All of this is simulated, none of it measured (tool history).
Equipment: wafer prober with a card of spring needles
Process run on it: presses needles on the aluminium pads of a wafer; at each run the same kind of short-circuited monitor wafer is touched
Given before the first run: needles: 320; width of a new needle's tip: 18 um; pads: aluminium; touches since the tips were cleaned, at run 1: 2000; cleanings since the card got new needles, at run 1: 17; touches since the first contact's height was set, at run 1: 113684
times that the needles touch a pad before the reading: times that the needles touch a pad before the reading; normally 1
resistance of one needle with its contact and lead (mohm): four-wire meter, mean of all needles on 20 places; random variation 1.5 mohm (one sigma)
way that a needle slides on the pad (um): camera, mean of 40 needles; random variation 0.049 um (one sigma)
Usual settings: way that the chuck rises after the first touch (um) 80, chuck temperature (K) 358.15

run,hour,way that the chuck rises after the first touch (um),chuck temperature (K),times that the needles touch a pad before the reading,touches since the tips were cleaned,cleanings since the card got new needles,touches since the first contact's height was set,resistance of one needle with its contact and lead (mohm),way that a needle slides on the pad (um)
1,0.0,80,358.15,1,2000,17,113684,200,16.76
# hour 14.9: tips cleaned on abrasive film
2,36.7,80,358.15,1,5495,18,122926,256,16.87
# hour 40.4: tips cleaned on abrasive film
# hour 64.5: tips cleaned on abrasive film
3,75.3,80,358.15,1,2733,20,132635,223,16.77
# hour 88.0: tips cleaned on abrasive film
# hour 111.2: tips cleaned on abrasive film
4,113.5,80,358.15,1,562,22,142237,173,16.76
# hour 135.4: tips cleaned on abrasive film
# hour 158.9: tips cleaned on abrasive film
5,165.2,80,358.15,1,1586,24,155257,204,16.71
# hour 182.0: tips cleaned on abrasive film
6,186.8,80,362.15,1,1213,25,160690,191,16.77
# hour 207.6: tips cleaned on abrasive film
7,228.8,80,358.15,1,5354,26,171286,259,16.74
# hour 232.6: tips cleaned on abrasive film
# hour 257.8: tips cleaned on abrasive film
8,262.4,80,358.15,1,1152,28,179722,192,16.77
# hour 281.6: tips cleaned on abrasive film
# hour 306.1: tips cleaned on abrasive film
9,310.8,80,358.15,1,1182,30,191908,191,16.69
# hour 313.2: height of the first contact set anew
# hour 332.7: tips cleaned on abrasive film
# hour 356.2: tips cleaned on abrasive film
10,358.4,80,358.15,2,560,32,11390,164,16.72
# hour 379.3: tips cleaned on abrasive film
11,389.3,80,358.15,2,2541,33,19175,196,16.61
# hour 402.6: tips cleaned on abrasive film
# hour 406.5: height of the first contact set anew, once more
# hour 426.0: tips cleaned on abrasive film
12,426.0,80,358.15,2,0,35,4920,148,17.07
# hour 450.0: tips cleaned on abrasive film
13,460.6,80,358.15,2,2696,36,13641,194,16.95
# hour 475.1: tips cleaned on abrasive film
# hour 499.7: tips cleaned on abrasive film
14,499.7,86,394.15,2,0,38,23465,152,18.26
# hour 526.4: tips cleaned on abrasive film
15,541.6,86,394.15,2,3842,39,34037,199,18.26
# hour 553.7: tips cleaned on abrasive film
16,566.5,86,376.15,2,3246,40,40303,193,18.21
# hour 580.1: tips cleaned on abrasive film
# hour 604.9: tips cleaned on abrasive film
17,604.9,86,376.15,2,0,42,49968,155,18.26
# hour 630.1: tips cleaned on abrasive film
18,633.5,94,301.15,1,854,43,57150,165,19.98
# hour 655.6: tips cleaned on abrasive film
19,664.0,88,387.15,3,2116,44,64841,172,18.75
# hour 681.2: tips cleaned on abrasive film
# hour 706.8: tips cleaned on abrasive film
20,709.9,88,347.15,3,772,46,76395,152,18.55
# hour 733.9: tips cleaned on abrasive film
21,737.3,88,396.15,2,849,47,83288,166,18.58
# hour 757.8: tips cleaned on abrasive film
22,767.1,88,396.15,2,2341,48,90800,186,18.57
# hour 782.1: tips cleaned on abrasive film
# hour 805.9: tips cleaned on abrasive film
23,806.3,88,396.15,2,92,50,100656,155,18.53
# hour 829.3: tips cleaned on abrasive film
24,845.8,88,379.15,1,4165,51,110610,234,18.56
# hour 852.7: tips cleaned on abrasive film
# hour 876.5: tips cleaned on abrasive film
25,889.7,88,356.15,1,3331,53,121668,223,18.49
# hour 902.2: tips cleaned on abrasive film
# hour 926.6: tips cleaned on abrasive film
26,926.6,88,356.15,1,0,55,130951,153,18.50

What would each run have given without the hidden state, its run-to-run variation left as it was?
The tool's hidden condition here consists of: debris on the tips, nm; way that the needles fall short of the set height, um; tips' diameter, um; drift of the gauge itself on contact_mohm, %; drift of the gauge itself on scrub_um, %.
run,resistance of one needle with its contact and lead (mohm),way that a needle slides on the pad (um)
1,143,16.94
2,148,17.06
3,144,16.99
4,144,17.00
5,145,16.98
6,146,17.05
7,147,17.02
8,147,17.08
9,143,17.03
10,145,17.13
11,144,17.03
12,144,17.08
13,146,16.97
14,145,18.30
15,150,18.31
16,146,18.27
17,147,18.34
18,133,20.07
19,149,18.86
20,140,18.68
21,148,18.71
22,150,18.72
23,150,18.70
24,148,18.74
25,142,18.69
26,142,18.73
